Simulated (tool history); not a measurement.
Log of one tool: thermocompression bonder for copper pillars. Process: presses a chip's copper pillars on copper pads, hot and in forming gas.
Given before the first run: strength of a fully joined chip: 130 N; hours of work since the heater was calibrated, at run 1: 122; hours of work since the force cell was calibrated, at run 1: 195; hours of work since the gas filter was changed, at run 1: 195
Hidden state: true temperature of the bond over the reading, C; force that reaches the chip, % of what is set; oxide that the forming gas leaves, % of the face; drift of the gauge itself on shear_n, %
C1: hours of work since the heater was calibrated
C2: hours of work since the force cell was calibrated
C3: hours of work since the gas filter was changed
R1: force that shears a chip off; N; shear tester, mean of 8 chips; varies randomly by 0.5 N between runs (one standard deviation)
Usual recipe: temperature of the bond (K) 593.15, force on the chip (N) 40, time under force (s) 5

run 1 hour=0.0 | temperature_of_the_bond_(K)=593.15 force_on_the_chip_(N)=40 time_under_force_(s)=5 | C1=122 C2=195 C3=195 | R1=60.0
run 2 hour=90.4 | temperature_of_the_bond_(K)=593.15 force_on_the_chip_(N)=40 time_under_force_(s)=5 | C1=183 C2=257 C3=257 | R1=60.1
run 3 hour=154.7 | temperature_of_the_bond_(K)=593.15 force_on_the_chip_(N)=40 time_under_force_(s)=5 | C1=227 C2=300 C3=300 | R1=59.4
-- hour=194.5 forming gas filter changed
run 4 hour=195.8 | temperature_of_the_bond_(K)=593.15 force_on_the_chip_(N)=40 time_under_force_(s)=5 | C1=255 C2=328 C3=1 | R1=66.0
run 5 hour=257.8 | temperature_of_the_bond_(K)=596.15 force_on_the_chip_(N)=40 time_under_force_(s)=5 | C1=297 C2=370 C3=43 | R1=68.5
run 6 hour=307.0 | temperature_of_the_bond_(K)=596.15 force_on_the_chip_(N)=40 time_under_force_(s)=5 | C1=330 C2=403 C3=76 | R1=67.3
run 7 hour=387.7 | temperature_of_the_bond_(K)=596.15 force_on_the_chip_(N)=40 time_under_force_(s)=5 | C1=385 C2=458 C3=131 | R1=67.5
run 8 hour=433.6 | temperature_of_the_bond_(K)=596.15 force_on_the_chip_(N)=40 time_under_force_(s)=5 | C1=416 C2=489 C3=162 | R1=68.5
run 9 hour=503.5 | temperature_of_the_bond_(K)=596.15 force_on_the_chip_(N)=40 time_under_force_(s)=5 | C1=464 C2=537 C3=210 | R1=68.6
run 10 hour=598.4 | temperature_of_the_bond_(K)=593.15 force_on_the_chip_(N)=48 time_under_force_(s)=5 | C1=528 C2=601 C3=274 | R1=71.8
run 11 hour=658.7 | temperature_of_the_bond_(K)=593.15 force_on_the_chip_(N)=40 time_under_force_(s)=5 | C1=569 C2=642 C3=315 | R1=65.0
-- hour=676.8 forming gas filter changed
-- hour=685.7 heater calibrated with a thermocouple chip
run 12 hour=735.1 | temperature_of_the_bond_(K)=593.15 force_on_the_chip_(N)=40 time_under_force_(s)=5 | C1=34 C2=692 C3=38 | R1=74.7
run 13 hour=820.8 | temperature_of_the_bond_(K)=593.15 force_on_the_chip_(N)=40 time_under_force_(s)=5 | C1=92 C2=751 C3=96 | R1=74.3
run 14 hour=913.0 | temperature_of_the_bond_(K)=593.15 force_on_the_chip_(N)=40 time_under_force_(s)=5 | C1=154 C2=813 C3=159 | R1=75.2
run 15 hour=969.4 | temperature_of_the_bond_(K)=593.15 force_on_the_chip_(N)=40 time_under_force_(s)=5 | C1=193 C2=852 C3=197 | R1=75.1
run 16 hour=1034.6 | temperature_of_the_bond_(K)=593.15 force_on_the_chip_(N)=40 time_under_force_(s)=5 | C1=237 C2=896 C3=242 | R1=73.6
run 17 hour=1104.2 | temperature_of_the_bond_(K)=574.15 force_on_the_chip_(N)=40 time_under_force_(s)=5 | C1=284 C2=943 C3=289 | R1=60.4
-- hour=1137.7 heater calibrated with a thermocouple chip, once more
run 18 hour=1148.8 | temperature_of_the_bond_(K)=574.15 force_on_the_chip_(N)=58 time_under_force_(s)=14 | C1=8 C2=972 C3=318 | R1=76.5
-- hour=1163.5 forming gas filter changed
run 19 hour=1232.0 | temperature_of_the_bond_(K)=574.15 force_on_the_chip_(N)=58 time_under_force_(s)=14 | C1=64 C2=1028 C3=46 | R1=82.5
run 20 hour=1319.1 | temperature_of_the_bond_(K)=612.15 force_on_the_chip_(N)=40 time_under_force_(s)=4 | C1=123 C2=1087 C3=106 | R1=69.8
run 21 hour=1378.2 | temperature_of_the_bond_(K)=612.15 force_on_the_chip_(N)=45 time_under_force_(s)=10 | C1=163 C2=1127 C3=146 | R1=96.5
run 22 hour=1460.6 | temperature_of_the_bond_(K)=594.15 force_on_the_chip_(N)=36 time_under_force_(s)=10 | C1=219 C2=1183 C3=202 | R1=72.6
run 23 hour=1538.1 | temperature_of_the_bond_(K)=594.15 force_on_the_chip_(N)=36 time_under_force_(s)=10 | C1=272 C2=1236 C3=254 | R1=71.8
run 24 hour=1606.4 | temperature_of_the_bond_(K)=594.15 force_on_the_chip_(N)=36 time_under_force_(s)=10 | C1=318 C2=1282 C3=301 | R1=71.9
-- hour=1646.2 forming gas filter changed
run 25 hour=1671.1 | temperature_of_the_bond_(K)=594.15 force_on_the_chip_(N)=36 time_under_force_(s)=10 | C1=362 C2=1326 C3=17 | R1=78.8
run 26 hour=1733.2 | temperature_of_the_bond_(K)=594.15 force_on_the_chip_(N)=36 time_under_force_(s)=10 | C1=404 C2=1368 C3=59 | R1=79.0
run 27 hour=1798.6 | temperature_of_the_bond_(K)=594.15 force_on_the_chip_(N)=36 time_under_force_(s)=10 | C1=448 C2=1413 C3=104 | R1=79.0
run 28 hour=1864.0 | temperature_of_the_bond_(K)=593.15 force_on_the_chip_(N)=40 time_under_force_(s)=13 | C1=493 C2=1457 C3=148 | R1=87.3
run 29 hour=1945.0 | temperature_of_the_bond_(K)=612.15 force_on_the_chip_(N)=40 time_under_force_(s)=5 | C1=548 C2=1512 C3=203 | R1=80.2
-- hour=2006.5 heater calibrated with a thermocouple chip
run 30 hour=2011.5 | temperature_of_the_bond_(K)=612.15 force_on_the_chip_(N)=40 time_under_force_(s)=5 | C1=3 C2=1556 C3=247 | R1=68.7

4 options for the next run, each taken on its own from the tool as it stands now. Forecast them:
run A hour=2078.3 | temperature_of_the_bond_(K)=577.15 force_on_the_chip_(N)=40 time_under_force_(s)=11 | C1=49 C2=1601 C3=292 | R1=?
run B hour=2078.3 | temperature_of_the_bond_(K)=607.15 force_on_the_chip_(N)=40 time_under_force_(s)=7 | C1=49 C2=1601 C3=292 | R1=?
run C hour=2078.3 | temperature_of_the_bond_(K)=598.15 force_on_the_chip_(N)=52 time_under_force_(s)=6 | C1=49 C2=1601 C3=292 | R1=?
run D hour=2078.3 | temperature_of_the_bond_(K)=593.15 force_on_the_chip_(N)=34 time_under_force_(s)=5 | C1=49 C2=1601 C3=292 | R1=?

run=A R1=59.1
run=B R1=71.5
run=C R1=71.7
run=D R1=49.6
What these runs would have given with no unlogged condition in the tool:
run=A R1=66.4
run=B R1=79.9
run=C R1=80.2
run=D R1=55.9
